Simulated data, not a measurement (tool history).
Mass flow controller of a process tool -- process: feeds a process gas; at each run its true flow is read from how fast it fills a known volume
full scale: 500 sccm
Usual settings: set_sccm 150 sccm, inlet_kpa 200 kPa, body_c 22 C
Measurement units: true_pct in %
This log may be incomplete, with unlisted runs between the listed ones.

| run | hour | set_sccm | inlet_kpa | body_c | true_pct |
|---|---|---|---|---|---|
| 1 | 0.0 | 150 | 200 | 22 | 98.21 |
| 2 | 375.4 | 150 | 157 | 22 | 97.87 |
| 3 | 909.7 | 150 | 200 | 22 | 98.15 |
| 4 | 1216.2 | 150 | 200 | 22 | 97.99 |
| 5 | 1764.2 | 150 | 200 | 22 | 97.93 |
| 6 | 2041.3 | 150 | 200 | 22 | 97.99 |
| 7 | 2588.7 | 150 | 200 | 22 | 97.74 |
| 8 | 3143.7 | 150 | 200 | 22 | 97.77 |
| 9 | 3564.5 | 150 | 200 | 22 | 97.72 |
| 10 | 3950.9 | 150 | 200 | 22 | 97.62 |
| 11 | 4336.6 | 150 | 200 | 22 | 97.66 |
| 12 | 4658.3 | 150 | 200 | 22 | 97.39 |
| 13 | 5039.1 | 150 | 191 | 22 | 97.46 |
| 14 | 5562.7 | 150 | 214 | 22 | 97.37 |
| 15 | 6032.3 | 150 | 214 | 20 | 97.53 |
| 16 | 6267.6 | 150 | 214 | 20 | 97.47 |
| 17 | 6673.5 | 150 | 214 | 20 | 97.43 |
| 18 | 7145.5 | 150 | 200 | 22 | 97.04 |
| 19 | 7635.4 | 150 | 200 | 22 | 97.03 |
| 20 | 7873.9 | 150 | 200 | 22 | 96.95 |
| 21 | 8351.7 | 150 | 200 | 22 | 96.75 |
| 22 | 8663.1 | 150 | 200 | 22 | 96.70 |
| 23 | 8980.9 | 150 | 200 | 22 | 96.80 |
| 24 | 9484.9 | 110 | 200 | 22 | 95.46 |
| 25 | 9906.5 | 110 | 200 | 22 | 95.45 |
| 26 | 10244.8 | 346 | 155 | 22 | 98.77 |
| 27 | 10718.1 | 287 | 235 | 30 | 98.11 |
|  | 10753.9 | controller's zero set anew |
| 28 | 11231.6 | 251 | 237 | 35 | 97.09 |
| 29 | 11692.2 | 251 | 237 | 35 | 96.95 |
| 30 | 12126.3 | 251 | 237 | 35 | 96.90 |
| 31 | 12639.5 | 251 | 237 | 35 | 96.89 |
| 32 | 12888.2 | 251 | 237 | 35 | 97.04 |
| 33 | 13272.0 | 177 | 163 | 35 | 95.10 |
| 34 | 13781.8 | 224 | 164 | 29 | 96.39 |
|  | 13945.2 | controller's zero set anew, once more |
| 35 | 14110.7 | 350 | 243 | 25 | 100.53 |
| 36 | 14583.6 | 350 | 243 | 25 | 100.47 |
| 37 | 15111.5 | 350 | 243 | 33 | 99.93 |
| 38 | 15524.9 | 350 | 243 | 33 | 99.92 |
| 39 | 15874.0 | 107 | 243 | 26 | 98.67 |
| 40 | 16209.5 | 107 | 243 | 26 | 98.55 |
| 41 | 16679.0 | 179 | 148 | 30 | 98.44 |
| 42 | 17192.6 | 145 | 167 | 37 | 97.77 |
| 43 | 17657.9 | 145 | 141 | 23 | 98.28 |
| 44 | 18163.7 | 170 | 252 | 22 | 99.21 |
| 45 | 18567.3 | 254 | 208 | 30 | 99.14 |
| 46 | 18868.5 | 213 | 180 | 23 | 99.11 |
| 47 | 19156.5 | 213 | 180 | 23 | 98.91 |

Forecast each of these 3 alternatives for the next run:
| A | 19624.4 | 213 | 154 | 23 | ? |
| B | 19624.4 | 261 | 145 | 23 | ? |
| C | 19624.4 | 61 | 229 | 22 | ? |

| run | true_pct |
|---|---|
| A | 98.79 |
| B | 99.25 |
| C | 96.30 |
With the hidden condition removed and each run's random variation left untouched, the same runs would have given:
| run | true_pct |
|---|---|
| A | 98.34 |
| B | 98.63 |
| C | 98.08 |
